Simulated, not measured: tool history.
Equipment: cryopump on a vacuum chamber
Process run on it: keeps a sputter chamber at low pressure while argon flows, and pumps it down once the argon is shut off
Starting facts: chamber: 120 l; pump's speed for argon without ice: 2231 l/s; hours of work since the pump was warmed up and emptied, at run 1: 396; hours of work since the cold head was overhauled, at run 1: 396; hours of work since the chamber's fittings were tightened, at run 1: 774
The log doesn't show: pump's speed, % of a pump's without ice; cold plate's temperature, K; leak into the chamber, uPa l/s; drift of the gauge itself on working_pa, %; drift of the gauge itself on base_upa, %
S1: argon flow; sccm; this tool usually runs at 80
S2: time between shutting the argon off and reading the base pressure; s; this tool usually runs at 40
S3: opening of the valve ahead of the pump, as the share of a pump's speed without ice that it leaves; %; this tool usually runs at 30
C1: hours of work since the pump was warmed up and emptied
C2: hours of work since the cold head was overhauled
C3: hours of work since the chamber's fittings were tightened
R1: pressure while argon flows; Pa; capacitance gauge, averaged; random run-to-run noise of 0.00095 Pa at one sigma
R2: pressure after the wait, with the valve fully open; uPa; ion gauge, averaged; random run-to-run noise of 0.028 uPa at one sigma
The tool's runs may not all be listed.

Run 1, hour 0.0: usual settings; C1 396; C2 396; C3 774. Result: R1 0.2078 Pa, R2 1.83 uPa.
Run 2, hour 16.3: usual settings but S3 26 %; C1 407; C2 407; C3 786. Result: R1 0.2377 Pa, R2 1.83 uPa.
Run 3, hour 42.6: usual settings but S3 26 %; C1 426; C2 426; C3 804. Result: R1 0.2390 Pa, R2 1.77 uPa.
Run 4, hour 69.0: usual settings but S3 26 %; C1 445; C2 445; C3 823. Result: R1 0.2420 Pa, R2 1.87 uPa.
Run 5, hour 85.0: usual settings but S3 26 %; C1 456; C2 456; C3 834. Result: R1 0.2395 Pa, R2 1.88 uPa.
Run 6, hour 103.2: usual settings but S3 26 %; C1 469; C2 469; C3 847. Result: R1 0.2407 Pa, R2 1.86 uPa.
Run 7, hour 120.8: usual settings but S3 39 %; C1 482; C2 482; C3 860. Result: R1 0.1624 Pa, R2 1.86 uPa.
Run 8, hour 140.0: usual settings but S3 39 %; C1 495; C2 495; C3 873. Result: R1 0.1639 Pa, R2 1.92 uPa.
Run 9, hour 153.0: usual settings; C1 504; C2 504; C3 883. Result: R1 0.2087 Pa, R2 1.90 uPa.
Run 10, hour 174.8: usual settings but S2 27 s, S3 58 %; C1 520; C2 520; C3 898. Result: R1 0.1128 Pa, R2 2.50 uPa.
Run 11, hour 194.2: usual settings but S1 44 sccm, S3 20 %; C1 534; C2 534; C3 912. Result: R1 0.1710 Pa, R2 1.86 uPa.
Run 12, hour 205.8: usual settings but S1 44 sccm, S2 45 s, S3 23 %; C1 542; C2 542; C3 920. Result: R1 0.1497 Pa, R2 1.82 uPa.
Run 13, hour 221.9: usual settings but S2 159 s; C1 553; C2 553; C3 931. Result: R1 0.2088 Pa, R2 1.04 uPa.
Run 14, hour 243.2: usual settings but S2 159 s; C1 568; C2 568; C3 947. Result: R1 0.2116 Pa, R2 1.07 uPa.

Branching from run 14: 5 alternative next runs. What would each branch give?
Run A, hour 256.6: usual settings but S1 40 sccm, S2 44 s, S3 17 %; C1 578; C2 578; C3 956. Result: R1 ?, R2 ?.
Run B, hour 256.6: usual settings but S1 151 sccm, S2 130 s, S3 34 %; C1 578; C2 578; C3 956. Result: R1 ?, R2 ?.
Run C, hour 256.6: usual settings but S2 94 s, S3 26 %; C1 578; C2 578; C3 956. Result: R1 ?, R2 ?.
Run D, hour 256.6: usual settings but S2 125 s; C1 578; C2 578; C3 956. Result: R1 ?, R2 ?.
Run E, hour 256.6: usual settings but S2 111 s; C1 578; C2 578; C3 956. Result: R1 ?, R2 ?.

run      R1    R2
  A  0.1816  1.84
  B  0.3546  1.16
  C  0.2429  1.25
  D  0.2118  1.14
  E  0.2103  1.16
What these runs would have given with no unlogged condition in the tool:
run      R1    R2
  A  0.1774  1.24
  B  0.3385  0.54
  C  0.2344  0.64
  D  0.2033  0.55
  E  0.2018  0.56
